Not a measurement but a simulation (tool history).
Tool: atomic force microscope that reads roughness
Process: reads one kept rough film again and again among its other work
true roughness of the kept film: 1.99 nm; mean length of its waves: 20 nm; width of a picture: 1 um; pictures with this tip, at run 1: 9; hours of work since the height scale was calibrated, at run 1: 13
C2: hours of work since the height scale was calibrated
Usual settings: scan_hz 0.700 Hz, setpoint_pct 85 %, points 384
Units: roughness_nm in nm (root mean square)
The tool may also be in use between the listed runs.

Run 1, hour 0.0: usual settings; pictures with this tip 9; C2 13. Result: roughness_nm 1.562 nm (root mean square).
Run 2, hour 8.3: usual settings; pictures with this tip 14; C2 17. Result: roughness_nm 1.565 nm (root mean square).
Run 3, hour 13.3: usual settings; pictures with this tip 17; C2 19. Result: roughness_nm 1.561 nm (root mean square).
Run 4, hour 20.1: usual settings; pictures with this tip 21; C2 21. Result: roughness_nm 1.574 nm (root mean square).
Run 5, hour 28.8: usual settings but setpoint_pct 84 %; pictures with this tip 26; C2 25. Result: roughness_nm 1.560 nm (root mean square).
Run 6, hour 33.3: usual settings but setpoint_pct 84 %; pictures with this tip 29; C2 27. Result: roughness_nm 1.565 nm (root mean square).
Run 7, hour 42.1: usual settings but setpoint_pct 84 %; pictures with this tip 34; C2 30. Result: roughness_nm 1.558 nm (root mean square).
Run 8, hour 47.2: usual settings but scan_hz 3.580 Hz, setpoint_pct 82 %, points 919; pictures with this tip 37; C2 32. Result: roughness_nm 1.386 nm (root mean square).
Run 9, hour 51.7: usual settings but scan_hz 3.580 Hz, setpoint_pct 82 %, points 919; pictures with this tip 40; C2 34. Result: roughness_nm 1.385 nm (root mean square).
Run 10, hour 57.3: usual settings but scan_hz 1.510 Hz, setpoint_pct 82 %, points 416; pictures with this tip 44; C2 36. Result: roughness_nm 1.517 nm (root mean square).
Run 11, hour 65.2: usual settings but scan_hz 0.999 Hz, setpoint_pct 57 %; pictures with this tip 49; C2 39. Result: roughness_nm 1.615 nm (root mean square).
Run 12, hour 72.1: usual settings but scan_hz 0.999 Hz, setpoint_pct 57 %; pictures with this tip 53; C2 42. Result: roughness_nm 1.595 nm (root mean square).
Run 13, hour 80.0: usual settings but scan_hz 0.923 Hz, setpoint_pct 64 %, points 361; pictures with this tip 58; C2 45. Result: roughness_nm 1.589 nm (root mean square).

Branching from run 13: 3 alternative next runs. What would each branch give?
Run A, hour 87.6: usual settings but scan_hz 0.691 Hz, setpoint_pct 66 %, points 428; pictures with this tip 62; C2 48. Result: roughness_nm ?.
Run B, hour 87.6: usual settings but scan_hz 0.923 Hz, setpoint_pct 55 %, points 263; pictures with this tip 62; C2 48. Result: roughness_nm ?.
Run C, hour 87.6: usual settings but scan_hz 1.051 Hz, setpoint_pct 68 %, points 489; pictures with this tip 62; C2 48. Result: roughness_nm ?.

run  roughness_nm
  A         1.601
  B         1.579
  C         1.585
Without the tool's hidden state the same runs would have given:
run  roughness_nm
  A         1.606
  B         1.585
  C         1.591
